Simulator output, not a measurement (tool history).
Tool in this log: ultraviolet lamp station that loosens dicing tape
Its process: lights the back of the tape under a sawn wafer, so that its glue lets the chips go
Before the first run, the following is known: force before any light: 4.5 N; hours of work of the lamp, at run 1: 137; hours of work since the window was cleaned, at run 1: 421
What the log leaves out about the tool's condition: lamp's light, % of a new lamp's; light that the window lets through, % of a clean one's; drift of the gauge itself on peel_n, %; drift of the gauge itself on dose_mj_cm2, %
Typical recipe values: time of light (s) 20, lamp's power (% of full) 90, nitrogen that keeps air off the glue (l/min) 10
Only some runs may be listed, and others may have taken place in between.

| run | hour | time of light (s) | lamp's power (% of full) | nitrogen that keeps air off the glue (l/min) | hours of work of the lamp | hours of work since the window was cleaned | force that peels the tape off (N) | light that reached the tape (mJ/cm²) |
|---|---|---|---|---|---|---|---|---|
| 1 | 0.0 | 20 | 90 | 10 | 137 | 421 | 0.156 | 230 |
|  | 11.7 | window cleaned of glue's vapour |
| 2 | 31.3 | 20 | 90 | 10 | 161 | 15 | 0.125 | 249 |
| 3 | 65.1 | 20 | 90 | 10 | 187 | 42 | 0.129 | 248 |
| 4 | 104.4 | 20 | 90 | 10 | 218 | 72 | 0.144 | 240 |
| 5 | 139.1 | 20 | 90 | 10 | 245 | 100 | 0.136 | 246 |
| 6 | 172.0 | 20 | 90 | 10 | 271 | 125 | 0.152 | 239 |
| 7 | 210.9 | 20 | 90 | 10 | 301 | 156 | 0.157 | 240 |
| 8 | 230.4 | 20 | 90 | 10 | 316 | 171 | 0.142 | 236 |
| 9 | 261.0 | 20 | 90 | 10 | 340 | 195 | 0.166 | 231 |
| 10 | 295.2 | 20 | 90 | 10 | 367 | 221 | 0.160 | 226 |
| 11 | 330.5 | 19 | 90 | 10 | 394 | 249 | 0.179 | 213 |
| 12 | 350.9 | 19 | 90 | 10 | 410 | 265 | 0.186 | 217 |
| 13 | 387.1 | 19 | 90 | 10 | 439 | 293 | 0.197 | 211 |
| 14 | 407.7 | 19 | 90 | 10 | 455 | 309 | 0.200 | 207 |
| 15 | 434.4 | 19 | 90 | 10 | 476 | 330 | 0.194 | 207 |
| 16 | 471.9 | 20 | 74 | 10 | 505 | 359 | 0.296 | 174 |
| 17 | 502.3 | 20 | 74 | 10 | 529 | 383 | 0.311 | 173 |
| 18 | 544.8 | 20 | 74 | 10 | 562 | 416 | 0.306 | 174 |
|  | 559.5 | window cleaned of glue's vapour |
| 19 | 582.2 | 20 | 90 | 10 | 591 | 18 | 0.154 | 229 |
| 20 | 619.9 | 20 | 90 | 5 | 620 | 47 | 0.287 | 227 |
| 21 | 639.7 | 19 | 86 | 7 | 635 | 63 | 0.279 | 205 |
| 22 | 671.9 | 19 | 86 | 7 | 661 | 88 | 0.288 | 202 |
| 23 | 698.1 | 19 | 86 | 7 | 681 | 108 | 0.294 | 194 |
| 24 | 732.5 | 20 | 71 | 3 | 708 | 135 | 0.741 | 169 |
| 25 | 765.0 | 25 | 91 | 6 | 733 | 160 | 0.169 | 270 |
| 26 | 809.0 | 24 | 71 | 4 | 768 | 195 | 0.448 | 201 |
| 27 | 851.7 | 24 | 71 | 4 | 801 | 228 | 0.460 | 197 |
| 28 | 882.6 | 17 | 65 | 18 | 825 | 252 | 0.439 | 126 |
| 29 | 909.9 | 16 | 76 | 16 | 846 | 274 | 0.384 | 137 |
| 30 | 940.2 | 30 | 76 | 10 | 870 | 297 | 0.124 | 256 |
| 31 | 966.0 | 30 | 76 | 7 | 890 | 317 | 0.165 | 255 |
| 32 | 1010.6 | 18 | 76 | 7 | 925 | 352 | 0.546 | 146 |
| 33 | 1041.8 | 18 | 64 | 18 | 949 | 377 | 0.459 | 126 |
| 34 | 1086.1 | 34 | 86 | 5 | 984 | 411 | 0.147 | 314 |
|  | 1107.0 | window cleaned of glue's vapour |
| 35 | 1116.3 | 20 | 71 | 19 | 1007 | 7 | 0.233 | 168 |
| 36 | 1152.7 | 20 | 71 | 19 | 1036 | 36 | 0.245 | 167 |
| 37 | 1190.0 | 32 | 79 | 10 | 1065 | 65 | 0.104 | 283 |
| 38 | 1228.2 | 32 | 74 | 10 | 1095 | 95 | 0.121 | 261 |

What if the next run were any one of these 4? Each begins from the tool's condition after run 38:
| A | 1271.8 | 32 | 74 | 3 | 1129 | 129 | ? | ? |
| B | 1271.8 | 32 | 92 | 3 | 1129 | 129 | ? | ? |
| C | 1271.8 | 34 | 74 | 4 | 1129 | 129 | ? | ? |
| D | 1271.8 | 32 | 80 | 10 | 1129 | 129 | ? | ? |

| run | force that peels the tape off (N) | light that reached the tape (mJ/cm²) |
|---|---|---|
| A | 0.315 | 258 |
| B | 0.183 | 320 |
| C | 0.228 | 278 |
| D | 0.104 | 280 |
Without the tool's unlogged condition, the same runs would have read:
| run | force that peels the tape off (N) | light that reached the tape (mJ/cm²) |
|---|---|---|
| A | 0.154 | 350 |
| B | 0.092 | 434 |
| C | 0.121 | 375 |
| D | 0.070 | 379 |

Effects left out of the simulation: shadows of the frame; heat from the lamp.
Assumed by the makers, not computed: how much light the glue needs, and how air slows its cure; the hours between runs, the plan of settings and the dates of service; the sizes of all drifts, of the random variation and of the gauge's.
